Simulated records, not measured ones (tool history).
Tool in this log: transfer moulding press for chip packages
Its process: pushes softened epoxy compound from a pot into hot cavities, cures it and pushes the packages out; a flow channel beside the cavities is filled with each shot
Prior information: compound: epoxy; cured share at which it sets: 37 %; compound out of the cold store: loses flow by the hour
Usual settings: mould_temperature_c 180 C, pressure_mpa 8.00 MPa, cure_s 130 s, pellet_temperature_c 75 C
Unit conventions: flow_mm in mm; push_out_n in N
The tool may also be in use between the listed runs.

run	day	mould_temperature_c	pressure_mpa	cure_s	pellet_temperature_c	incoming compound's hours out of the cold store	flow_mm	push_out_n
1	0.000	180	8.00	130	75	16.1	606	224
2	2.042	180	8.00	130	75	16.5	609	235
3	4.512	180	8.00	130	75	18.5	605	227
4	5.921	188	8.00	130	75	41.1	533	205
5	7.354	180	8.00	130	75	20.0	601	212
6	10.550	180	9.07	130	75	41.3	602	221
7	12.242	180	8.00	130	75	8.3	620	229
8	15.129	180	8.00	130	71	10.1	617	216
9	17.025	180	8.00	130	71	46.4	543	220
10	18.804	180	8.00	130	71	20.8	597	232
11	20.771	182	8.33	130	75	14.5	613	227
12	23.321	182	8.33	130	75	23.9	591	208
13	25.746	188	8.00	130	75	43.8	518	203
14	27.929	180	9.96	125	85	9.1	687	254
15	30.762	180	9.77	130	78	43.7	607	219
16	32.579	177	9.77	122	78	16.5	676	272
17	35.400	177	9.77	134	78	41.8	619	248
18	38.412	177	9.77	134	78	29.9	658	257
19	41.362	183	8.57	130	75	15.3	616	214

The log once held 9 entries between its listed runs, left out of this copy. Where does each go, and what is different about the tool's unlogged condition between the listed run before it and the listed run after it?
In the gap between runs 1 and 2: cavities cleaned with cleaning compound and waxed (day 1.846)
  grip of the stained cavities, % over clean ones': 0.6 -> 0
In the gap between runs 4 and 5: cavities cleaned with cleaning compound and waxed (day 6.875)
  grip of the stained cavities, % over clean ones': 0.7 -> 0.1
In the gap between runs 6 and 7: cavities cleaned with cleaning compound and waxed (day 11.842)
  grip of the stained cavities, % over clean ones': 0.6 -> 0.1
In the gap between runs 8 and 9: cavities cleaned with cleaning compound and waxed (day 16.821)
  grip of the stained cavities, % over clean ones': 0.6 -> 0.1
In the gap between runs 11 and 12: plunger's sealing rings changed (day 21.096); cavities cleaned with cleaning compound and waxed (day 21.954)
  pressure that reaches the compound, % of what is set: 99.93 -> 99.99; grip of the stained cavities, % over clean ones': 0.7 -> 0.3
In the gap between runs 13 and 14: cavities cleaned with cleaning compound and waxed (day 27.067)
  pressure that reaches the compound, % of what is set: 99.99 -> 99.98; grip of the stained cavities, % over clean ones': 0.6 -> 0.2
In the gap between runs 15 and 16: cavities cleaned with cleaning compound and waxed (day 32.104)
  pressure that reaches the compound, % of what is set: 99.98 -> 99.97; grip of the stained cavities, % over clean ones': 0.6 -> 0.1
In the gap between runs 17 and 18: cavities cleaned with cleaning compound and waxed (day 37.054)
  pressure that reaches the compound, % of what is set: 99.97 -> 99.96; grip of the stained cavities, % over clean ones': 0.6 -> 0.3
